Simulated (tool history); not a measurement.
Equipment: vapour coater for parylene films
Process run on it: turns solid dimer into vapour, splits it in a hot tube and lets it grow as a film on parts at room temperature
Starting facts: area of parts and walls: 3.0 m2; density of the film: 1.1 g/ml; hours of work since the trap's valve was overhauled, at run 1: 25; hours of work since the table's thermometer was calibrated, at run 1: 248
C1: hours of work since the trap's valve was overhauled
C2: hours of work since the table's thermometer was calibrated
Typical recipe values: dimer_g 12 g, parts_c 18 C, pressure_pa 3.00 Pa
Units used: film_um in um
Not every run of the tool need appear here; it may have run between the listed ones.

{"run": 1, "hour": 0.0, "dimer_g": 12, "parts_c": 18, "pressure_pa": 3.0, "C1": 25, "C2": 248, "film_um": 2.95}
{"run": 2, "hour": 10.0, "dimer_g": 12, "parts_c": 18, "pressure_pa": 3.0, "C1": 33, "C2": 257, "film_um": 2.94}
{"run": 3, "hour": 32.2, "dimer_g": 17, "parts_c": 18, "pressure_pa": 3.0, "C1": 52, "C2": 276, "film_um": 4.1}
{"run": 4, "hour": 54.0, "dimer_g": 17, "parts_c": 18, "pressure_pa": 3.3, "C1": 71, "C2": 294, "film_um": 4.03}
{"run": 5, "hour": 71.7, "dimer_g": 12, "parts_c": 18, "pressure_pa": 3.0, "C1": 86, "C2": 309, "film_um": 2.88}
{"run": 6, "hour": 85.7, "dimer_g": 12, "parts_c": 18, "pressure_pa": 3.0, "C1": 98, "C2": 321, "film_um": 2.83}
{"run": 7, "hour": 109.8, "dimer_g": 12, "parts_c": 18, "pressure_pa": 3.0, "C1": 119, "C2": 342, "film_um": 2.86}
{"run": 8, "hour": 121.0, "dimer_g": 14, "parts_c": 18, "pressure_pa": 3.0, "C1": 128, "C2": 351, "film_um": 3.29}
{"run": 9, "hour": 144.4, "dimer_g": 12, "parts_c": 24, "pressure_pa": 3.0, "C1": 148, "C2": 371, "film_um": 2.29}
{"run": 10, "hour": 162.6, "dimer_g": 6, "parts_c": 18, "pressure_pa": 3.0, "C1": 164, "C2": 387, "film_um": 1.38}
{"run": 11, "hour": 176.5, "dimer_g": 6, "parts_c": 18, "pressure_pa": 3.0, "C1": 175, "C2": 399, "film_um": 1.36}
{"run": 12, "hour": 188.3, "dimer_g": 6, "parts_c": 18, "pressure_pa": 3.0, "C1": 186, "C2": 409, "film_um": 1.35}
{"run": 13, "hour": 212.1, "dimer_g": 12, "parts_c": 18, "pressure_pa": 3.0, "C1": 206, "C2": 429, "film_um": 2.72}
{"run": 14, "hour": 226.0, "dimer_g": 12, "parts_c": 18, "pressure_pa": 3.0, "C1": 218, "C2": 441, "film_um": 2.68}
{"run": 15, "hour": 247.9, "dimer_g": 11, "parts_c": 16, "pressure_pa": 3.0, "C1": 236, "C2": 460, "film_um": 2.57}
{"run": 16, "hour": 267.0, "dimer_g": 13, "parts_c": 12, "pressure_pa": 3.0, "C1": 253, "C2": 476, "film_um": 3.4}
{"hour": 280.7, "done": "trap's valve overhauled"}
{"run": 17, "hour": 282.2, "dimer_g": 12, "parts_c": 19, "pressure_pa": 3.19, "C1": 1, "C2": 486, "film_um": 2.86}
{"run": 18, "hour": 300.2, "dimer_g": 12, "parts_c": 17, "pressure_pa": 3.0, "C1": 17, "C2": 501, "film_um": 3.04}
{"run": 19, "hour": 312.3, "dimer_g": 12, "parts_c": 10, "pressure_pa": 2.21, "C1": 27, "C2": 511, "film_um": 3.49}
{"run": 20, "hour": 331.6, "dimer_g": 12, "parts_c": 25, "pressure_pa": 5.61, "C1": 44, "C2": 528, "film_um": 2.09}
{"run": 21, "hour": 348.7, "dimer_g": 17, "parts_c": 15, "pressure_pa": 2.49, "C1": 58, "C2": 542, "film_um": 4.69}
{"run": 22, "hour": 359.5, "dimer_g": 17, "parts_c": 15, "pressure_pa": 2.49, "C1": 67, "C2": 552, "film_um": 4.66}
{"run": 23, "hour": 376.0, "dimer_g": 21, "parts_c": 18, "pressure_pa": 2.95, "C1": 81, "C2": 566, "film_um": 5.04}
{"run": 24, "hour": 396.0, "dimer_g": 9, "parts_c": 10, "pressure_pa": 7.67, "C1": 98, "C2": 583, "film_um": 2.15}
{"run": 25, "hour": 418.9, "dimer_g": 9, "parts_c": 10, "pressure_pa": 7.36, "C1": 118, "C2": 602, "film_um": 2.16}
{"run": 26, "hour": 442.3, "dimer_g": 9, "parts_c": 10, "pressure_pa": 7.36, "C1": 138, "C2": 622, "film_um": 2.16}
{"run": 27, "hour": 458.6, "dimer_g": 9, "parts_c": 10, "pressure_pa": 7.36, "C1": 152, "C2": 636, "film_um": 2.12}
{"run": 28, "hour": 481.3, "dimer_g": 12, "parts_c": 10, "pressure_pa": 4.27, "C1": 171, "C2": 655, "film_um": 3.23}

Branching from run 28: 4 alternative next runs. What would each branch give?
{"run": "A", "hour": 497.9, "dimer_g": 7, "parts_c": 22, "pressure_pa": 4.27, "C1": 185, "C2": 670, "film_um": "?"}
{"run": "B", "hour": 497.9, "dimer_g": 21, "parts_c": 21, "pressure_pa": 2.9, "C1": 185, "C2": 670, "film_um": "?"}
{"run": "C", "hour": 497.9, "dimer_g": 6, "parts_c": 26, "pressure_pa": 4.89, "C1": 185, "C2": 670, "film_um": "?"}
{"run": "D", "hour": 497.9, "dimer_g": 6, "parts_c": 14, "pressure_pa": 4.27, "C1": 185, "C2": 670, "film_um": "?"}

run=A film_um=1.31
run=B film_um=4.35
run=C film_um=0.96
run=D film_um=1.43
With no hidden state in the tool, these same runs would have given:
run=A film_um=1.46
run=B film_um=4.87
run=C film_um=1.07
run=D film_um=1.59

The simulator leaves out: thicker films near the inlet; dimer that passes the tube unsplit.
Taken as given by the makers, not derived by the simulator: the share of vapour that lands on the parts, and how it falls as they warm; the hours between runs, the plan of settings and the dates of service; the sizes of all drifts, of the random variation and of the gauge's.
